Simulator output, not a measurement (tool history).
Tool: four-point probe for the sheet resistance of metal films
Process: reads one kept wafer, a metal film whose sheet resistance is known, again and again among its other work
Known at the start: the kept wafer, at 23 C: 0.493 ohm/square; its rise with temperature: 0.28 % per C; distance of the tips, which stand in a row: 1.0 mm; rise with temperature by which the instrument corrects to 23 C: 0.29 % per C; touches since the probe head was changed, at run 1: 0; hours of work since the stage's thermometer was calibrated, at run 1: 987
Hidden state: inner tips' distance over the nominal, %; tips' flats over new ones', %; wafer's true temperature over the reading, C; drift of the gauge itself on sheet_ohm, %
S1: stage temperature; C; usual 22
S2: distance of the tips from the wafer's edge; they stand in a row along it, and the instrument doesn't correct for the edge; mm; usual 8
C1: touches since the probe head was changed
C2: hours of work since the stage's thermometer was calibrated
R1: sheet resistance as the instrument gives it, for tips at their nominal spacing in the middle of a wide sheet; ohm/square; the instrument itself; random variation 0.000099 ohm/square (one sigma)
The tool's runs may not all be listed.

{"run": 1, "day": 0.0, "S1": 22, "S2": 8, "C1": 0, "C2": 987, "R1": 0.496232}
{"run": 2, "day": 3.358, "S1": 22, "S2": 8, "C1": 3335, "C2": 1037, "R1": 0.496683}
{"run": 3, "day": 5.717, "S1": 22, "S2": 6, "C1": 5676, "C2": 1073, "R1": 0.500084}
{"run": 4, "day": 8.967, "S1": 32, "S2": 8, "C1": 8903, "C2": 1122, "R1": 0.496554}
{"run": 5, "day": 11.038, "S1": 22, "S2": 44, "C1": 10960, "C2": 1153, "R1": 0.4934}
{"run": 6, "day": 13.275, "S1": 22, "S2": 44, "C1": 13180, "C2": 1186, "R1": 0.493682}
{"run": 7, "day": 16.433, "S1": 22, "S2": 44, "C1": 16316, "C2": 1234, "R1": 0.494025}
{"run": 8, "day": 17.958, "S1": 22, "S2": 44, "C1": 17833, "C2": 1257, "R1": 0.494267}
{"run": 9, "day": 19.825, "S1": 22, "S2": 44, "C1": 19686, "C2": 1285, "R1": 0.494366}
{"day": 21.521, "done": "stage's thermometer calibrated"}
{"run": 10, "day": 22.738, "S1": 22, "S2": 44, "C1": 22555, "C2": 18, "R1": 0.494831}
{"run": 11, "day": 26.379, "S1": 25, "S2": 8, "C1": 26172, "C2": 73, "R1": 0.499174}
{"day": 27.871, "done": "stage's thermometer calibrated, once more"}
{"run": 12, "day": 29.771, "S1": 25, "S2": 8, "C1": 29520, "C2": 29, "R1": 0.49933}
{"run": 13, "day": 32.938, "S1": 25, "S2": 8, "C1": 32664, "C2": 76, "R1": 0.499527}
{"run": 14, "day": 35.408, "S1": 25, "S2": 8, "C1": 35115, "C2": 113, "R1": 0.499606}
{"run": 15, "day": 37.817, "S1": 25, "S2": 8, "C1": 37507, "C2": 150, "R1": 0.500131}
{"run": 16, "day": 39.771, "S1": 25, "S2": 8, "C1": 39448, "C2": 179, "R1": 0.5002}
{"run": 17, "day": 41.475, "S1": 25, "S2": 8, "C1": 41142, "C2": 205, "R1": 0.500608}
{"run": 18, "day": 44.546, "S1": 23, "S2": 8, "C1": 44189, "C2": 251, "R1": 0.500832}
{"run": 19, "day": 46.738, "S1": 21, "S2": 8, "C1": 46367, "C2": 284, "R1": 0.501182}
{"run": 20, "day": 48.483, "S1": 21, "S2": 8, "C1": 48100, "C2": 310, "R1": 0.501347}
{"run": 21, "day": 50.275, "S1": 21, "S2": 8, "C1": 49878, "C2": 337, "R1": 0.501695}
{"run": 22, "day": 52.433, "S1": 21, "S2": 8, "C1": 52022, "C2": 369, "R1": 0.501963}
{"run": 23, "day": 54.246, "S1": 21, "S2": 8, "C1": 53822, "C2": 397, "R1": 0.502295}
{"run": 24, "day": 56.458, "S1": 21, "S2": 8, "C1": 56021, "C2": 430, "R1": 0.502317}
{"run": 25, "day": 59.05, "S1": 21, "S2": 8, "C1": 58593, "C2": 469, "R1": 0.502762}
{"run": 26, "day": 61.579, "S1": 21, "S2": 8, "C1": 61102, "C2": 507, "R1": 0.502906}
{"run": 27, "day": 63.317, "S1": 21, "S2": 8, "C1": 62829, "C2": 533, "R1": 0.503076}
{"run": 28, "day": 66.542, "S1": 23, "S2": 4, "C1": 66032, "C2": 582, "R1": 0.515448}
{"run": 29, "day": 68.358, "S1": 25, "S2": 3, "C1": 67834, "C2": 609, "R1": 0.527246}
{"run": 30, "day": 70.738, "S1": 34, "S2": 3, "C1": 70198, "C2": 645, "R1": 0.527081}
{"run": 31, "day": 72.6, "S1": 32, "S2": 39, "C1": 72045, "C2": 673, "R1": 0.499619}
{"run": 32, "day": 74.438, "S1": 20, "S2": 4, "C1": 73871, "C2": 700, "R1": 0.516377}
{"day": 74.725, "done": "new probe head fitted"}
{"run": 33, "day": 77.738, "S1": 27, "S2": 8, "C1": 2992, "C2": 749, "R1": 0.497587}
{"run": 34, "day": 79.408, "S1": 27, "S2": 8, "C1": 4651, "C2": 774, "R1": 0.497554}
{"run": 35, "day": 82.5, "S1": 25, "S2": 10, "C1": 7723, "C2": 821, "R1": 0.496502}
{"run": 36, "day": 84.012, "S1": 25, "S2": 10, "C1": 9222, "C2": 844, "R1": 0.496844}
{"run": 37, "day": 86.325, "S1": 30, "S2": 5, "C1": 11519, "C2": 878, "R1": 0.504549}
{"run": 38, "day": 88.108, "S1": 31, "S2": 24, "C1": 13292, "C2": 905, "R1": 0.494647}
{"run": 39, "day": 89.875, "S1": 29, "S2": 5, "C1": 15046, "C2": 932, "R1": 0.504941}
{"run": 40, "day": 91.667, "S1": 20, "S2": 34, "C1": 16824, "C2": 959, "R1": 0.495381}
{"run": 41, "day": 94.5, "S1": 23, "S2": 34, "C1": 19636, "C2": 1001, "R1": 0.495678}

Some steps in R1 between neighbouring runs. How much of each would the tool show without its hidden state too (settings, what came in, random variation), and how much is left for the hidden state, with any gauge scatter that isn't in both results?
Run 10 -> 11: S1 22 -> 25, S2 44 -> 8. R1 +0.004343 ohm/square: hidden state +0.000423, all else +0.003920.
Run 27 -> 28: S1 21 -> 23, S2 8 -> 4. R1 +0.012372 ohm/square: hidden state +0.000482, all else +0.011890.
Run 30 -> 31: S1 34 -> 32, S2 3 -> 39. R1 -0.027462 ohm/square: hidden state -0.000144, all else -0.027318.
Run 31 -> 32: S1 32 -> 20, S2 39 -> 4. R1 +0.016758 ohm/square: hidden state +0.000409, all else +0.016349.
Run 32 -> 33: S1 20 -> 27, S2 4 -> 8, new probe head fitted. R1 -0.018790 ohm/square: hidden state -0.006692, all else -0.012098.
